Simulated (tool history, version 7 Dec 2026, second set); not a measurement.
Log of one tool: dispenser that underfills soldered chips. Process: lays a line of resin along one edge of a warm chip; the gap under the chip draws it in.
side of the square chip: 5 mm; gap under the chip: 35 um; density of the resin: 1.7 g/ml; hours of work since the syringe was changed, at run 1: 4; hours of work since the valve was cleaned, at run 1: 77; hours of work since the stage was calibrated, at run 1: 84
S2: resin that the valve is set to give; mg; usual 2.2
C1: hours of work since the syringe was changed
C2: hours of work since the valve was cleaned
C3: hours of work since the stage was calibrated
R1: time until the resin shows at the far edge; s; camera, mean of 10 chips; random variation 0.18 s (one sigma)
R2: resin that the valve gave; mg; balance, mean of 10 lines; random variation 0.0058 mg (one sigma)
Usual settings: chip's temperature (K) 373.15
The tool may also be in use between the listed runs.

run 1 day=0 | chip's_temperature_(K)=373.15 S2=2.2 | C1=4 C2=77 C3=84 | R1=12.1 R2=2.136
-- day=0.158 new syringe of resin
run 2 day=0.162 | chip's_temperature_(K)=366.15 S2=2.2 | C1=0 C2=80 C3=86 | R1=14.2 R2=2.133
run 3 day=0.333 | chip's_temperature_(K)=373.15 S2=2.2 | C1=3 C2=83 C3=90 | R1=11.7 R2=2.119
run 4 day=0.521 | chip's_temperature_(K)=373.15 S2=2.2 | C1=7 C2=86 C3=93 | R1=13.1 R2=2.113
-- day=0.558 new syringe of resin
run 5 day=0.742 | chip's_temperature_(K)=373.15 S2=2.2 | C1=3 C2=90 C3=97 | R1=11.7 R2=2.108
-- day=0.958 new syringe of resin
run 6 day=0.967 | chip's_temperature_(K)=373.15 S2=2.2 | C1=0 C2=94 C3=101 | R1=10.1 R2=2.118
run 7 day=1.2 | chip's_temperature_(K)=371.15 S2=2.22 | C1=4 C2=98 C3=105 | R1=12.9 R2=2.128
-- day=1.354 new syringe of resin
run 8 day=1.488 | chip's_temperature_(K)=380.15 S2=2.46 | C1=2 C2=103 C3=110 | R1=8 R2=2.347
run 9 day=1.725 | chip's_temperature_(K)=375.15 S2=2.33 | C1=7 C2=108 C3=114 | R1=11.4 R2=2.226
-- day=1.754 new syringe of resin
run 10 day=1.871 | chip's_temperature_(K)=361.15 S2=2.37 | C1=2 C2=110 C3=117 | R1=18.6 R2=2.261
-- day=1.954 dispensing valve cleaned and set on the balance
run 11 day=2.092 | chip's_temperature_(K)=377.15 S2=1.93 | C1=5 C2=3 C3=120 | R1=10.5 R2=1.927
-- day=2.208 new syringe of resin
run 12 day=2.354 | chip's_temperature_(K)=381.15 S2=1.93 | C1=3 C2=7 C3=125 | R1=8 R2=1.918

Hidden state at the last listed run before each entry between runs and at the first one after, where it differs:
Between runs 1 and 2: new syringe of resin (day 0.158)
  resin's viscosity, % of fresh resin's: 114.4 -> 101.3; dose that the valve gives, % of what is set: 96.75 -> 96.63; true chip temperature over the reading, C: 0.65 -> 0.67
  measured less the result without the state, R1: +1.3 -> -0.2 s; R2: -0.071 -> -0.074 mg
Between runs 4 and 5: new syringe of resin (day 0.558)
  resin's viscosity, % of fresh resin's: 125.1 -> 110.9; dose that the valve gives, % of what is set: 96.33 -> 96.15; true chip temperature over the reading, C: 0.71 -> 0.73
  measured less the result without the state, R1: +2.4 -> +0.9 s; R2: -0.08 -> -0.085 mg
Between runs 5 and 6: new syringe of resin (day 0.958)
  resin's viscosity, % of fresh resin's: 110.9 -> 98.1; dose that the valve gives, % of what is set: 96.15 -> 95.98; true chip temperature over the reading, C: 0.73 -> 0.75
  measured less the result without the state, R1: +0.9 -> -0.5 s; R2: -0.085 -> -0.088 mg
Between runs 7 and 8: new syringe of resin (day 1.354)
  resin's viscosity, % of fresh resin's: 112.4 -> 107.9; dose that the valve gives, % of what is set: 95.78 -> 95.57; true chip temperature over the reading, C: 0.78 -> 0.81
  measured less the result without the state, R1: +1.1 -> +0.4 s; R2: -0.094 -> -0.109 mg
Between runs 9 and 10: new syringe of resin (day 1.754)
  resin's viscosity, % of fresh resin's: 123.8 -> 108; dose that the valve gives, % of what is set: 95.39 -> 95.28; true chip temperature over the reading, C: 0.84 -> 0.85
  measured less the result without the state, R1: +1.9 -> +0.8 s; R2: -0.108 -> -0.112 mg
Between runs 10 and 11: dispensing valve cleaned and set on the balance (day 1.954)
  resin's viscosity, % of fresh resin's: 108 -> 120; dose that the valve gives, % of what is set: 95.28 -> 99.98; true chip temperature over the reading, C: 0.85 -> 0.87
  measured less the result without the state, R1: +0.8 -> +1.4 s; R2: -0.112 -> +0 mg
Between runs 11 and 12: new syringe of resin (day 2.208)
  resin's viscosity, % of fresh resin's: 120 -> 108.4; dose that the valve gives, % of what is set: 99.98 -> 99.81; true chip temperature over the reading, C: 0.87 -> 0.9
  measured less the result without the state, R1: +1.4 -> +0.3 s; R2: +0 -> -0.004 mg

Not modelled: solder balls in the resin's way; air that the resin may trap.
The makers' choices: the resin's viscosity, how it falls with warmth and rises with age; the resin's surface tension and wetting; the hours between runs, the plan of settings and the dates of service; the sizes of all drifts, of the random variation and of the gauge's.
